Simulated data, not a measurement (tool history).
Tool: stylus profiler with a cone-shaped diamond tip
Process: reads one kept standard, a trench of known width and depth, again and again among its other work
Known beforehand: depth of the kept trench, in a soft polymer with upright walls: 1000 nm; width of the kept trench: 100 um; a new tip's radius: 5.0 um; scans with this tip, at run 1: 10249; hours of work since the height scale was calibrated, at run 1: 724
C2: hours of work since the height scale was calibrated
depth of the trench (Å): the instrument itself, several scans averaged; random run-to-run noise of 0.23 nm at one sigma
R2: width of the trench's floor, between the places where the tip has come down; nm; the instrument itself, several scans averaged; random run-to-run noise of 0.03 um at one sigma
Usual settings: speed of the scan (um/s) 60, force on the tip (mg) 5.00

Run 1, hour 0.0: usual settings; scans with this tip 10249; C2 724. Result: depth of the trench (Å) 10242.5, R2 93930 nm.
Run 2, hour 65.2: usual settings; scans with this tip 10751; C2 759. Result: depth of the trench (Å) 10246.0, R2 93820 nm.
Run 3, hour 119.7: usual settings; scans with this tip 11171; C2 789. Result: depth of the trench (Å) 10244.3, R2 93890 nm.
Run 4, hour 158.5: usual settings; scans with this tip 11469; C2 810. Result: depth of the trench (Å) 10245.8, R2 93950 nm.
Run 5, hour 203.2: usual settings but force on the tip (mg) 4.51; scans with this tip 11814; C2 834. Result: depth of the trench (Å) 10228.8, R2 93900 nm.
Run 6, hour 257.1: usual settings; scans with this tip 12228; C2 863. Result: depth of the trench (Å) 10241.9, R2 93910 nm.
Run 7, hour 304.3: usual settings; scans with this tip 12591; C2 889. Result: depth of the trench (Å) 10242.3, R2 93910 nm.
Run 8, hour 332.7: usual settings; scans with this tip 12810; C2 905. Result: depth of the trench (Å) 10240.5, R2 93880 nm.
Run 9, hour 386.9: usual settings; scans with this tip 13228; C2 934. Result: depth of the trench (Å) 10245.4, R2 93890 nm.
Run 10, hour 428.0: usual settings but speed of the scan (um/s) 96; scans with this tip 13544; C2 956. Result: depth of the trench (Å) 10245.8, R2 93850 nm.
Run 11, hour 496.2: usual settings but speed of the scan (um/s) 96, force on the tip (mg) 8.99; scans with this tip 14069; C2 993. Result: depth of the trench (Å) 10362.9, R2 93910 nm.
Run 12, hour 556.4: usual settings but force on the tip (mg) 11.97; scans with this tip 14533; C2 1026. Result: depth of the trench (Å) 10442.5, R2 93930 nm.
Run 13, hour 619.9: usual settings but speed of the scan (um/s) 63; scans with this tip 15022; C2 1061. Result: depth of the trench (Å) 10244.2, R2 93840 nm.
Run 14, hour 651.2: usual settings but speed of the scan (um/s) 103, force on the tip (mg) 14.44; scans with this tip 15263; C2 1078. Result: depth of the trench (Å) 10500.4, R2 93880 nm.
Run 15, hour 711.1: usual settings but speed of the scan (um/s) 123, force on the tip (mg) 8.92; scans with this tip 15724; C2 1110. Result: depth of the trench (Å) 10361.1, R2 93820 nm.
Run 16, hour 745.7: usual settings but speed of the scan (um/s) 23, force on the tip (mg) 10.09; scans with this tip 15990; C2 1129. Result: depth of the trench (Å) 10390.1, R2 93980 nm.
Run 17, hour 788.9: usual settings but speed of the scan (um/s) 44, force on the tip (mg) 2.42; scans with this tip 16322; C2 1153. Result: depth of the trench (Å) 10150.3, R2 93920 nm.
Run 18, hour 859.3: usual settings but speed of the scan (um/s) 44, force on the tip (mg) 3.55; scans with this tip 16865; C2 1191. Result: depth of the trench (Å) 10196.4, R2 93870 nm.
Run 19, hour 928.6: usual settings but speed of the scan (um/s) 38, force on the tip (mg) 4.76; scans with this tip 17398; C2 1229. Result: depth of the trench (Å) 10232.8, R2 93900 nm.
Run 20, hour 966.2: usual settings but speed of the scan (um/s) 107, force on the tip (mg) 8.79; scans with this tip 17688; C2 1249. Result: depth of the trench (Å) 10357.0, R2 93830 nm.

Forecast run 21:
Run 21, hour 995.5: usual settings but speed of the scan (um/s) 39, force on the tip (mg) 13.83; scans with this tip 17914; C2 1265. Result: depth of the trench (Å) ?, R2 ?.

depth of the trench (Å): 10484.0
R2: 93900 nm
Had the tool carried no hidden state, the very same run would have given depth of the trench (Å) 10484.4, R2 93920 nm.

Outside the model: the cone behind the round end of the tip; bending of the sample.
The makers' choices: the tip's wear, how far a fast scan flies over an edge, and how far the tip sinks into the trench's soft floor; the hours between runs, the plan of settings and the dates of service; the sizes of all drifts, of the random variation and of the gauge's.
